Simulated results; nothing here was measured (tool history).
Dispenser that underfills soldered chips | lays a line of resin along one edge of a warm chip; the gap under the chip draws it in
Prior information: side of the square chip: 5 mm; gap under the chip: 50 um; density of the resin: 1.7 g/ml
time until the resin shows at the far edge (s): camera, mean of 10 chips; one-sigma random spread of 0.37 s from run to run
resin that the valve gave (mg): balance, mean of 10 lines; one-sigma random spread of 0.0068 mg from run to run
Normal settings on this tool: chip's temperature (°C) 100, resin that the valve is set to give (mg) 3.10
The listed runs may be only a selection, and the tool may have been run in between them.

run	hour	chip's temperature (°C)	resin that the valve is set to give (mg)	time until the resin shows at the far edge (s)	resin that the valve gave (mg)
1	0.0	100	3.10	21.1	3.072
# hour 8.7: new syringe of resin
2	11.7	100	3.10	24.2	3.065
# hour 17.4: new syringe of resin
3	21.2	100	3.10	24.2	3.055
# hour 26.0: new syringe of resin
4	30.2	100	3.10	25.6	3.063
# hour 35.0: new syringe of resin
5	39.9	100	3.10	26.1	3.040
# hour 43.6: new syringe of resin
6	47.2	100	3.10	24.4	3.027
# hour 52.4: new syringe of resin
7	53.6	100	3.10	21.2	3.039
# hour 62.0: new syringe of resin
8	64.2	111	3.10	14.7	3.037
# hour 70.9: new syringe of resin
9	74.6	111	3.10	16.2	3.028
# hour 80.2: new syringe of resin
# hour 82.9: dispensing valve cleaned and set on the balance
10	83.8	111	3.10	16.3	3.113
# hour 85.4: stage's temperature calibrated
# hour 91.0: new syringe of resin
11	96.4	100	3.10	27.2	3.100
# hour 99.9: new syringe of resin
12	104.0	100	3.10	26.2	3.088
# hour 108.5: new syringe of resin
13	110.9	100	2.99	24.0	2.976
# hour 117.6: new syringe of resin
14	117.8	100	2.99	21.9	2.976
15	123.5	100	2.99	28.5	2.965
# hour 126.6: new syringe of resin
16	130.5	89	3.11	37.7	3.085
# hour 135.9: new syringe of resin
17	141.9	89	3.11	41.7	3.067
# hour 145.0: new syringe of resin
18	150.7	89	3.11	43.2	3.071
# hour 154.3: new syringe of resin
# hour 163.5: new syringe of resin
19	163.9	94	3.15	25.7	3.094
# hour 172.4: new syringe of resin
20	172.4	94	3.15	24.9	3.102
21	180.1	95	3.77	35.6	3.698
# hour 181.5: new syringe of resin
22	189.5	101	3.04	30.0	2.984
# hour 191.0: new syringe of resin
23	195.9	100	2.99	27.3	2.926
# hour 199.7: new syringe of resin
24	202.1	100	2.99	24.6	2.912
# hour 208.4: new syringe of resin
25	209.8	109	3.83	16.1	3.739
# hour 213.1: dispensing valve cleaned and set on the balance
# hour 218.2: new syringe of resin
26	219.9	89	3.46	33.9	3.446
# hour 226.9: new syringe of resin
27	228.2	95	2.71	27.7	2.694
# hour 235.7: new syringe of resin
28	235.7	90	3.83	28.6	3.794

Branching from run 28: 5 alternative next runs. What would each branch give?
# hour 244.3: new syringe of resin
A	248.2	110	3.83	?	?
# hour 244.3: new syringe of resin
B	248.2	108	3.55	?	?
# hour 244.3: new syringe of resin
C	248.2	106	3.36	?	?
# hour 244.3: new syringe of resin
D	248.2	111	3.13	?	?
# hour 244.3: new syringe of resin
E	248.2	109	3.48	?	?

run	time until the resin shows at the far edge (s)	resin that the valve gave (mg)
A	18.2	3.792
B	19.4	3.499
C	20.6	3.336
D	17.2	3.098
E	18.8	3.455
Take away the tool's hidden state, keep each run's random variation, and the runs would have read:
run	time until the resin shows at the far edge (s)	resin that the valve gave (mg)
A	15.3	3.829
B	16.3	3.533
C	17.3	3.368
D	14.3	3.128
E	15.9	3.489
